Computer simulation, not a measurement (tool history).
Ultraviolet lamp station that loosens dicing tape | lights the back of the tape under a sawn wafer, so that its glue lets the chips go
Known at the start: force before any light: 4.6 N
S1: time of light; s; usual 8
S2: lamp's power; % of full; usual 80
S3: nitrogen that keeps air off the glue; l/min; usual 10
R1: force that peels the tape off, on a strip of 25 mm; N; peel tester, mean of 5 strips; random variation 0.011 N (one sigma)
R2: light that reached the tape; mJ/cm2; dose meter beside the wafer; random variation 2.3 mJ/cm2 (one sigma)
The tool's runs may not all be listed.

run,hour,S1,S2,S3,R1,R2
1,0.0,8,80,10,0.695,186
# hour 9.6: window cleaned of glue's vapour
2,61.8,8,87,10,0.489,226
3,95.8,8,87,10,0.524,222
4,143.3,8,87,10,0.559,216
5,172.3,7,87,10,0.697,186
6,218.4,8,80,8,0.794,190
7,266.9,8,80,8,0.819,183
8,304.3,8,80,10,0.734,176
9,364.4,8,80,10,0.776,174
# hour 388.8: window cleaned of glue's vapour
10,418.8,14,80,10,0.251,344
11,449.4,14,80,10,0.253,342
12,497.4,14,80,10,0.280,330
13,536.9,14,80,10,0.279,325
14,562.0,14,80,10,0.282,317
15,606.8,14,80,10,0.281,304
16,667.9,14,80,10,0.330,295
17,712.7,14,80,10,0.330,284
18,745.0,8,98,10,0.674,192
# hour 767.4: window cleaned of glue's vapour
19,779.4,8,98,10,0.477,230
20,815.3,6,97,5,1.260,164
21,865.7,6,97,5,1.273,160
22,907.0,6,97,5,1.399,156
23,931.9,6,97,5,1.390,155
24,969.9,6,97,5,1.407,153
25,995.1,4,98,14,1.375,100
26,1023.6,5,98,18,0.917,123
27,1074.5,5,68,18,1.592,80
28,1117.9,15,73,10,0.396,253
# hour 1148.4: window cleaned of glue's vapour
29,1160.8,16,68,9,0.338,286
30,1187.0,4,74,6,2.323,83
31,1239.2,4,74,6,2.369,73
32,1270.8,4,74,6,2.464,71
33,1311.6,11,90,14,0.346,236
34,1356.7,11,85,14,0.428,211
35,1385.8,13,78,7,0.633,230
36,1417.9,13,78,7,0.645,225
37,1469.0,4,78,7,2.484,68

3 ways to go on from here, each from the tool as it stands after run 37. What would each give?
A,1510.5,10,61,7,?,?
B,1510.5,4,88,9,?,?
C,1510.5,4,67,4,?,?

run,R1,R2
A,1.460,128
B,2.132,75
C,3.068,57
Without the tool's hidden state the same runs would have given:
run,R1,R2
A,0.680,224
B,1.244,130
C,2.277,99
